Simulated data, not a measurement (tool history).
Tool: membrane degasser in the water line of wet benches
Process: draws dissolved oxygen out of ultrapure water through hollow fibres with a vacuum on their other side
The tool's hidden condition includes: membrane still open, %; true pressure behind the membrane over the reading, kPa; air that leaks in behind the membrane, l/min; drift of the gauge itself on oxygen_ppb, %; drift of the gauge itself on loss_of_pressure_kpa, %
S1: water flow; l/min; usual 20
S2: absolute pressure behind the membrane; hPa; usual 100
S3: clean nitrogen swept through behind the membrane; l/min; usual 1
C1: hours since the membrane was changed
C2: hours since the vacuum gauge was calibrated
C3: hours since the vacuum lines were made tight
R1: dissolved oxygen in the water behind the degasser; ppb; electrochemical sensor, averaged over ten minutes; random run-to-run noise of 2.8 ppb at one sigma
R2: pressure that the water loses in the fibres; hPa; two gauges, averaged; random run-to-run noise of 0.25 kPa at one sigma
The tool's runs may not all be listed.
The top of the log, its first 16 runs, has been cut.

Run 17, hour 614: usual settings but S1 13 l/min, S2 69 hPa, S3 1.4 l/min; C1 1804; C2 1446; C3 7677. Result: R1 114 ppb, R2 420.8 hPa.
Run 18, hour 653.2: usual settings but S1 13 l/min, S2 102 hPa, S3 0.59 l/min; C1 1843; C2 1485; C3 7717. Result: R1 366.2 ppb, R2 423.9 hPa.
Run 19, hour 703.7: usual settings but S1 28 l/min, S2 214 hPa, S3 1.23 l/min; C1 1894; C2 1536; C3 7767. Result: R1 1126.4 ppb, R2 910.5 hPa.
Run 20, hour 731.3: usual settings but S1 24 l/min, S2 60 hPa; C1 1921; C2 1563; C3 7795. Result: R1 366.7 ppb, R2 787.6 hPa.
Run 21, hour 777.4: usual settings but S1 17 l/min, S2 74 hPa, S3 0.54 l/min; C1 1967; C2 1609; C3 7841. Result: R1 353 ppb, R2 555.1 hPa.
Run 22, hour 811: usual settings but S1 15 l/min, S2 184 hPa, S3 1.79 l/min; C1 2001; C2 1643; C3 7874. Result: R1 354.5 ppb, R2 489.7 hPa.
Run 23, hour 860.5: usual settings but S1 23 l/min, S2 87 hPa, S3 0.79 l/min; C1 2050; C2 1692; C3 7924. Result: R1 524.5 ppb, R2 750.8 hPa.
Run 24, hour 906.4: usual settings but S1 23 l/min, S2 87 hPa, S3 0.79 l/min; C1 2096; C2 1738; C3 7970. Result: R1 531.2 ppb, R2 754.3 hPa.

Predict the results of run 25:
Run 25, hour 941.5: usual settings but S1 29 l/min, S2 194 hPa, S3 0.46 l/min; C1 2131; C2 1773; C3 8005. Result: R1 ?, R2 ?.

{"run 25": {"R1": 1792.2, "R2": 943.8}}
Without the tool's hidden state the same run would have given R1 1790.6 ppb, R2 937.5 hPa.
